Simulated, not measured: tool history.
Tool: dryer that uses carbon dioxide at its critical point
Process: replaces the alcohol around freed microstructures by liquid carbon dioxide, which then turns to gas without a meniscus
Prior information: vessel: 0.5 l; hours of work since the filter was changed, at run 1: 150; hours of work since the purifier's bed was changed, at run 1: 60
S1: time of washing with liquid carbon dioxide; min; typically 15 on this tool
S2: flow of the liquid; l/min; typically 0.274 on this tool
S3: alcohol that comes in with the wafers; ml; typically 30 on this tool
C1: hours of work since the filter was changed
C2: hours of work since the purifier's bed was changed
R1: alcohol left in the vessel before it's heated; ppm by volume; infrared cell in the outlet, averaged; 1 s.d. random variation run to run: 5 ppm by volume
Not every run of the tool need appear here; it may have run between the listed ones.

run     day  S1     S2  S3   C1   C2    R1
  1       0  15  0.274  30  150   60    51
  2   2.275  15  0.274  30  184   94    65
  3   3.342  15  0.274  30  200  110    84
  4   4.396  15  0.274  30  216  126    81
  5   6.071  15  0.274  30  241  151    95
  6   7.371  15  0.274  30  260  170   105
      7.708  -- inlet filter changed
  7   8.758  15  0.274  30   16  190    86
  8   9.962  15  0.274  30   34  208    91
  9  11.317  15  0.274  30   54  228   112
 10  13.496  15  0.274  30   86  260   132
 11  14.792  15  0.274  30  105  280   130
 12  16.171  15  0.274  30  126  300   137
 13    17.5  15  0.274  30  146  320   150
 14    18.7  21  0.274  30  164  338   123
 15  19.971  21  0.274  30  182  357   137
 16   22.15  21  0.274  30  215  389   140
 17  24.321  15  0.274  30  247  421   170
       25.4  -- inlet filter changed
 18  25.604  15  0.274  29    3  440   192
 19  27.538  15  0.464  30   32  469   177
 20  29.479  15  0.184  30   61  498   468
 21  30.646  11  0.184  30   78  515  1413
 22  32.833  21  0.462  30  111  548   196

Run 23 has not been measured yet. What should we expect?
 23  34.812  15  0.342  30  140  577   ?

R1: 222 ppm by volume
On a tool with no hidden condition, and with the same random variation, this run would have come out at R1 15 ppm by volume.

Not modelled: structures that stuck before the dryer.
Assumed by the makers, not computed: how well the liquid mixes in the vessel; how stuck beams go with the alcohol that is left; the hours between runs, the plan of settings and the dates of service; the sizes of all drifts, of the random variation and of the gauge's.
